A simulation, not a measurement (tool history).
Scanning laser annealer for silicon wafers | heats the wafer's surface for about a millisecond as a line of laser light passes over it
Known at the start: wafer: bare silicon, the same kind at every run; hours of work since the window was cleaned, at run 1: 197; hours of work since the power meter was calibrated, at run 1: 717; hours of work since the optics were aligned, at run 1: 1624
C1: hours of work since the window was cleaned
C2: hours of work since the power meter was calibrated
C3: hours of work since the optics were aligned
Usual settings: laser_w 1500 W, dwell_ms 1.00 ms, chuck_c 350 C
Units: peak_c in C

run 1 day=0.000 | laser_w=1500 dwell_ms=1.00 chuck_c=350 | C1=197 C2=717 C3=1624 | peak_c=1064
run 2 day=2.575 | laser_w=1500 dwell_ms=1.00 chuck_c=350 | C1=232 C2=752 C3=1659 | peak_c=1062
run 3 day=4.988 | laser_w=1500 dwell_ms=1.00 chuck_c=350 | C1=265 C2=785 C3=1692 | peak_c=1057
run 4 day=7.829 | laser_w=1589 dwell_ms=1.00 chuck_c=350 | C1=304 C2=824 C3=1730 | peak_c=1103
run 5 day=10.850 | laser_w=1500 dwell_ms=1.00 chuck_c=350 | C1=345 C2=865 C3=1772 | peak_c=1051
run 6 day=13.921 | laser_w=1619 dwell_ms=1.00 chuck_c=350 | C1=387 C2=907 C3=1813 | peak_c=1114
run 7 day=16.671 | laser_w=1619 dwell_ms=1.00 chuck_c=350 | C1=424 C2=945 C3=1851 | peak_c=1115
-- day=18.121 optics aligned, line set to its width
run 8 day=18.871 | laser_w=1619 dwell_ms=1.00 chuck_c=350 | C1=452 C2=972 C3=10 | peak_c=1115
run 9 day=20.817 | laser_w=1619 dwell_ms=1.00 chuck_c=358 | C1=478 C2=998 C3=37 | peak_c=1122
run 10 day=22.629 | laser_w=1474 dwell_ms=1.00 chuck_c=350 | C1=503 C2=1023 C3=62 | peak_c=1034
run 11 day=24.179 | laser_w=1500 dwell_ms=1.00 chuck_c=350 | C1=524 C2=1044 C3=83 | peak_c=1049
run 12 day=26.921 | laser_w=1500 dwell_ms=1.00 chuck_c=312 | C1=562 C2=1082 C3=120 | peak_c=1008
run 13 day=29.504 | laser_w=1500 dwell_ms=1.00 chuck_c=312 | C1=597 C2=1117 C3=155 | peak_c=1007
run 14 day=32.008 | laser_w=1500 dwell_ms=1.14 chuck_c=312 | C1=631 C2=1151 C3=190 | peak_c=1056
run 15 day=33.342 | laser_w=1500 dwell_ms=1.14 chuck_c=312 | C1=649 C2=1169 C3=208 | peak_c=1051
run 16 day=35.854 | laser_w=1500 dwell_ms=1.14 chuck_c=312 | C1=683 C2=1204 C3=242 | peak_c=1051
-- day=38.288 window over the wafer cleaned
run 17 day=38.479 | laser_w=1500 dwell_ms=1.00 chuck_c=350 | C1=3 C2=1238 C3=277 | peak_c=1074
run 18 day=39.742 | laser_w=1500 dwell_ms=1.00 chuck_c=350 | C1=20 C2=1256 C3=294 | peak_c=1074
run 19 day=42.171 | laser_w=1500 dwell_ms=1.00 chuck_c=350 | C1=53 C2=1289 C3=327 | peak_c=1067
run 20 day=44.392 | laser_w=1500 dwell_ms=1.00 chuck_c=350 | C1=83 C2=1319 C3=357 | peak_c=1072
run 21 day=46.408 | laser_w=1500 dwell_ms=1.00 chuck_c=350 | C1=111 C2=1347 C3=385 | peak_c=1067
run 22 day=47.792 | laser_w=1500 dwell_ms=1.00 chuck_c=361 | C1=130 C2=1365 C3=404 | peak_c=1077
run 23 day=50.721 | laser_w=1315 dwell_ms=1.00 chuck_c=350 | C1=170 C2=1405 C3=444 | peak_c=966
run 24 day=52.208 | laser_w=1321 dwell_ms=0.75 chuck_c=359 | C1=190 C2=1426 C3=464 | peak_c=887
run 25 day=53.721 | laser_w=1275 dwell_ms=1.08 chuck_c=359 | C1=211 C2=1446 C3=485 | peak_c=975
run 26 day=56.312 | laser_w=1489 dwell_ms=1.10 chuck_c=355 | C1=246 C2=1482 C3=520 | peak_c=1091
run 27 day=59.133 | laser_w=1489 dwell_ms=0.98 chuck_c=373 | C1=284 C2=1520 C3=559 | peak_c=1064
run 28 day=60.912 | laser_w=1601 dwell_ms=0.98 chuck_c=357 | C1=309 C2=1544 C3=583 | peak_c=1101
run 29 day=62.321 | laser_w=1601 dwell_ms=0.98 chuck_c=357 | C1=328 C2=1564 C3=602 | peak_c=1100
run 30 day=64.542 | laser_w=1601 dwell_ms=0.87 chuck_c=321 | C1=358 C2=1594 C3=632 | peak_c=1020
run 31 day=66.742 | laser_w=1484 dwell_ms=0.84 chuck_c=350 | C1=388 C2=1624 C3=662 | peak_c=977
run 32 day=69.029 | laser_w=1504 dwell_ms=1.25 chuck_c=370 | C1=420 C2=1655 C3=694 | peak_c=1156
run 33 day=71.996 | laser_w=1456 dwell_ms=0.81 chuck_c=338 | C1=460 C2=1696 C3=734 | peak_c=939
run 34 day=73.838 | laser_w=1566 dwell_ms=1.24 chuck_c=350 | C1=485 C2=1721 C3=759 | peak_c=1166

5 ways to go on from here, each from the tool as it stands after run 34. What would each give?
run A day=75.817 | laser_w=1500 dwell_ms=0.72 chuck_c=350 | C1=512 C2=1748 C3=786 | peak_c=?
run B day=75.817 | laser_w=1645 dwell_ms=1.24 chuck_c=357 | C1=512 C2=1748 C3=786 | peak_c=?
run C day=75.817 | laser_w=1521 dwell_ms=0.76 chuck_c=350 | C1=512 C2=1748 C3=786 | peak_c=?
run D day=75.817 | laser_w=1449 dwell_ms=1.24 chuck_c=350 | C1=512 C2=1748 C3=786 | peak_c=?
run E day=75.817 | laser_w=1339 dwell_ms=0.71 chuck_c=378 | C1=512 C2=1748 C3=786 | peak_c=?

run=A peak_c=930
run=B peak_c=1215
run=C peak_c=951
run=D peak_c=1097
run=E peak_c=883
Without the tool's hidden state the same runs would have given:
run=A peak_c=971
run=B peak_c=1274
run=C peak_c=993
run=D peak_c=1149
run=E peak_c=918
